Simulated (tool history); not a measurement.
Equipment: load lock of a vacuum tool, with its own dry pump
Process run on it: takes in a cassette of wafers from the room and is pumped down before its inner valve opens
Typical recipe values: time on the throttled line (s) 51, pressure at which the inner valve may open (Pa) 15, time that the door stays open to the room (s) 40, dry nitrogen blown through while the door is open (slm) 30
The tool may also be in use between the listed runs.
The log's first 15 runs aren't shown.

run,day,time on the throttled line (s),pressure at which the inner valve may open (Pa),time that the door stays open to the room (s),dry nitrogen blown through while the door is open (slm),hours that the pump has run since its overhaul,times that the door has closed on its seal,"incoming humidity of the room's air, %",time from the closed door until the inner valve may open (s),rise of the pressure with all valves shut (Pa/min)
16,192.029,51,15,40,30,4626,18730,44.8,84.6,0.197
17,204.238,51,15,40,30,4919,20129,41.4,85.6,0.213
18,217.700,51,15,40,30,5242,21672,44.6,84.2,0.234
19,228.938,51,15,40,30,5512,22961,45.9,84.7,0.269
20,238.029,57,16,41,24,5730,24003,45.4,90.6,0.284
21,248.942,57,13,41,24,5992,25255,41.2,89.0,0.300
22,262.121,57,13,41,24,6308,26766,49.9,91.4,0.342
23,273.750,57,13,41,24,6587,28099,46.3,90.7,0.373
24,288.854,33,15,40,30,6950,29831,42.4,70.9,0.393
25,300.667,33,15,40,30,7233,31185,44.3,70.5,0.417
26,311.533,39,12,81,24,7494,32431,46.8,76.7,0.460
27,327.283,53,23,85,17,7872,34237,44.6,85.0,0.495
28,336.638,52,15,40,30,8097,35309,46.6,86.6,0.513
29,346.450,84,15,167,30,8332,36434,45.3,113.9,0.550
30,357.612,84,15,167,30,8600,37714,42.4,112.7,0.573
# day 369.675: door's seal changed, seat wiped
31,370.033,51,19,34,30,8897,41,45.8,84.1,0.020
32,383.329,64,12,83,13,9216,1565,44.3,99.0,0.039
33,395.021,51,24,40,30,9496,2906,44.4,84.0,0.029
34,408.158,45,15,135,22,9812,4412,46.5,82.5,0.056
35,424.658,27,28,33,5,10208,6303,46.1,64.4,0.065
36,433.338,33,15,40,30,10416,7298,47.9,72.7,0.063
37,441.696,59,15,40,30,10617,8257,42.6,93.5,0.068

Branching from run 37: 4 alternative next runs. What would each branch give?
A,458.604,51,15,40,9,11022,10195,46.4,?,?
B,458.604,52,11,40,6,11022,10195,44.9,?,?
C,458.604,51,15,26,40,11022,10195,44.4,?,?
D,458.604,51,29,40,30,11022,10195,43.2,?,?

run,time from the closed door until the inner valve may open (s),rise of the pressure with all valves shut (Pa/min)
A,87.3,0.099
B,90.2,0.099
C,85.7,0.086
D,84.0,0.094
With no hidden state in the tool, these same runs would have given:
run,time from the closed door until the inner valve may open (s),rise of the pressure with all valves shut (Pa/min)
A,82.5,0.027
B,85.2,0.025
C,80.9,0.013
D,79.5,0.022
